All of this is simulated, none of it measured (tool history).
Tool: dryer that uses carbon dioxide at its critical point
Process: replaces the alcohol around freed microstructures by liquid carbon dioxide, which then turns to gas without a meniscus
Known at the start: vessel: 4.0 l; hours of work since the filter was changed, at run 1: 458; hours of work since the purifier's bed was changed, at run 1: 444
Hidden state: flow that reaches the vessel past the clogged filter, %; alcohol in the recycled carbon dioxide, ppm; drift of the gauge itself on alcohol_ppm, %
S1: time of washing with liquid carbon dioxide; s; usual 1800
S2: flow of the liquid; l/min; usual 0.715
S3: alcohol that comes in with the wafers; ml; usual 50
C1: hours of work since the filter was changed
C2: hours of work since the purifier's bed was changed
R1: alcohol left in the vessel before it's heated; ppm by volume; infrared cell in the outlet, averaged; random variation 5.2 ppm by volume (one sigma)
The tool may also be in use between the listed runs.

{"run": 1, "day": 0.0, "S1": 1800, "S2": 0.715, "S3": 50, "C1": 458, "C2": 444, "R1": 265}
{"run": 2, "day": 0.625, "S1": 1800, "S2": 1.166, "S3": 50, "C1": 467, "C2": 454, "R1": 104}
{"run": 3, "day": 1.146, "S1": 1800, "S2": 0.433, "S3": 50, "C1": 476, "C2": 462, "R1": 1003}
{"run": 4, "day": 1.842, "S1": 2820, "S2": 0.715, "S3": 50, "C1": 486, "C2": 472, "R1": 133}
{"run": 5, "day": 2.496, "S1": 2820, "S2": 0.715, "S3": 50, "C1": 496, "C2": 483, "R1": 120}
{"day": 3.138, "done": "inlet filter changed"}
{"run": 6, "day": 3.233, "S1": 2820, "S2": 0.715, "S3": 50, "C1": 1, "C2": 493, "R1": 109}
{"run": 7, "day": 3.575, "S1": 2820, "S2": 0.715, "S3": 50, "C1": 7, "C2": 499, "R1": 121}
{"run": 8, "day": 3.896, "S1": 1800, "S2": 0.715, "S3": 25, "C1": 12, "C2": 504, "R1": 152}
{"run": 9, "day": 4.308, "S1": 1800, "S2": 0.715, "S3": 25, "C1": 18, "C2": 510, "R1": 157}
{"run": 10, "day": 4.729, "S1": 1140, "S2": 0.715, "S3": 50, "C1": 25, "C2": 516, "R1": 686}
{"day": 5.362, "done": "purifier's bed changed"}
{"run": 11, "day": 5.533, "S1": 1800, "S2": 0.715, "S3": 50, "C1": 35, "C2": 3, "R1": 105}
{"run": 12, "day": 6.208, "S1": 1800, "S2": 0.715, "S3": 50, "C1": 45, "C2": 13, "R1": 110}
{"run": 13, "day": 6.925, "S1": 1800, "S2": 0.715, "S3": 50, "C1": 57, "C2": 24, "R1": 113}
{"run": 14, "day": 7.438, "S1": 1800, "S2": 0.715, "S3": 50, "C1": 65, "C2": 32, "R1": 127}
{"run": 15, "day": 7.9, "S1": 1620, "S2": 0.482, "S3": 22, "C1": 72, "C2": 39, "R1": 309}

Forecast run 16:
{"run": 16, "day": 8.412, "S1": 1320, "S2": 0.899, "S3": 84, "C1": 80, "C2": 47, "R1": "?"}

Run 16 gave R1 275 ppm by volume.
Without the tool's hidden state the same run would have given R1 239 ppm by volume.
